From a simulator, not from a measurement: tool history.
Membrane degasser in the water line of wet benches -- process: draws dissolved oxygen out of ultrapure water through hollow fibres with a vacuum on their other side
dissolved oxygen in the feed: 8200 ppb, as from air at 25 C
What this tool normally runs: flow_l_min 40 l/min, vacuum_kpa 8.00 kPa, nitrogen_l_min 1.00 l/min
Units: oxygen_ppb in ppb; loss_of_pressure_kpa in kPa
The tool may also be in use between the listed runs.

| run | hour | flow_l_min | vacuum_kpa | nitrogen_l_min | oxygen_ppb | loss_of_pressure_kpa |
|---|---|---|---|---|---|---|
| 1 | 0.0 | 40 | 8.00 | 1.00 | 428.3 | 27.34 |
| 2 | 55.9 | 40 | 8.00 | 1.00 | 430.1 | 27.14 |
| 3 | 99.8 | 40 | 8.00 | 1.00 | 432.8 | 27.01 |
| 4 | 140.3 | 40 | 8.00 | 1.00 | 429.6 | 26.89 |
| 5 | 189.3 | 40 | 15.90 | 1.00 | 973.9 | 27.19 |
| 6 | 242.5 | 40 | 6.06 | 1.00 | 283.8 | 26.90 |
| 7 | 288.1 | 39 | 11.57 | 1.00 | 671.4 | 26.25 |
| 8 | 319.4 | 39 | 11.57 | 1.00 | 671.3 | 26.55 |
| 9 | 358.7 | 25 | 18.07 | 2.04 | 431.0 | 17.11 |
| 10 | 381.5 | 25 | 18.07 | 2.04 | 425.2 | 16.93 |

Taken out of this log: 1 entry between the listed runs. Where each belongs, and how the hidden state differs across it:
From run 7 to run 8: vacuum gauge calibrated (hour 291.7)
  true pressure behind the membrane over the reading, kPa: 0.28 -> 0.33; air that leaks in behind the membrane, l/min: 0.0149 -> 0.015
  measured less the result without the state, oxygen_ppb: +21.4 -> +25.0 ppb; loss_of_pressure_kpa: +0.24 -> +0.25 kPa

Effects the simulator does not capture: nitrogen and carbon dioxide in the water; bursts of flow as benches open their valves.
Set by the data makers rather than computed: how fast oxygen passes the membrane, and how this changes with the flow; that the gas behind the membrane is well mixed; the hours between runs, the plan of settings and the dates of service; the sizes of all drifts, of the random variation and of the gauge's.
